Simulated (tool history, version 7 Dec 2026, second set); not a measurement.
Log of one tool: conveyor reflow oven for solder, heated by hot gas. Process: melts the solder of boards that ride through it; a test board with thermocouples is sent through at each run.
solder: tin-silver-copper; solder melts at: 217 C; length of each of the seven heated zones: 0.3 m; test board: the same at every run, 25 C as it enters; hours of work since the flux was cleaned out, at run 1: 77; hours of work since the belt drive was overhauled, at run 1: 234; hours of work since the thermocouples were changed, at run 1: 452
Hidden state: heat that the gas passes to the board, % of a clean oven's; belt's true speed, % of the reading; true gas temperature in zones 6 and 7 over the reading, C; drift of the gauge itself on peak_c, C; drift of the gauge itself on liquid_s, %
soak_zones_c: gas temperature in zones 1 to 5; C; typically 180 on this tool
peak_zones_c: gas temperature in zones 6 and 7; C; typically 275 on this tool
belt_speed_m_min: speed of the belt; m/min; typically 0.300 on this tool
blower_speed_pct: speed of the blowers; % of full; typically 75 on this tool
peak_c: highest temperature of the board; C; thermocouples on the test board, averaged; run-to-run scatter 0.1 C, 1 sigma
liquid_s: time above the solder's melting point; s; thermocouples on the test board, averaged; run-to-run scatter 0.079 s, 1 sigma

run	hour	soak_zones_c	peak_zones_c	belt_speed_m_min	blower_speed_pct	hours of work since the flux was cleaned out	hours of work since the belt drive was overhauled	hours of work since the thermocouples were changed	peak_c	liquid_s
1	0.0	180	275	0.300	75	77	234	452	263.1	105.03
2	26.3	180	275	0.359	75	96	253	470	257.7	82.42
3	37.6	180	275	0.359	75	104	261	478	257.7	82.39
4	57.3	180	275	0.359	75	118	275	492	257.8	82.48
5	77.1	180	275	0.359	75	131	289	506	257.5	82.35
# hour 82.8: belt drive overhauled, speed set with a stopwatch
6	102.7	180	275	0.261	75	147	14	521	266.1	124.46
7	123.1	180	275	0.261	75	161	28	536	266.2	124.35
8	147.5	180	275	0.261	75	178	45	553	266.3	124.44
# hour 173.4: flux residue cleaned out of gas plates and filters
9	174.3	176	266	0.261	75	1	61	568	257.7	115.07
# hour 189.4: belt drive overhauled, speed set with a stopwatch, once more
10	192.6	176	266	0.261	75	11	2	578	257.3	114.43
11	209.8	187	271	0.261	75	23	14	590	263.0	126.08
12	227.7	173	267	0.267	71	35	27	603	257.1	109.15
13	248.2	185	273	0.325	51	50	41	617	255.1	90.97
14	268.5	180	283	0.300	74	64	56	632	269.9	109.64

Predict each of these 5 candidate next runs independently; none follows another, all start after run 14:
A	286.6	180	288	0.300	62	77	68	644	?	?
B	286.6	194	275	0.300	75	77	68	644	?	?
C	286.6	180	275	0.265	75	77	68	644	?	?
D	286.6	180	283	0.333	56	77	68	644	?	?
E	286.6	180	282	0.242	86	77	68	644	?	?

run	peak_c	liquid_s
A	272.5	111.26
B	264.8	114.41
C	265.6	121.71
D	263.2	92.81
E	275.5	140.65
The same runs, with their run-to-run variation unchanged, on a tool lacking any hidden condition would have given:
run	peak_c	liquid_s
A	273.2	111.54
B	265.4	114.64
C	266.2	122.05
D	263.9	93.27
E	276.1	140.79
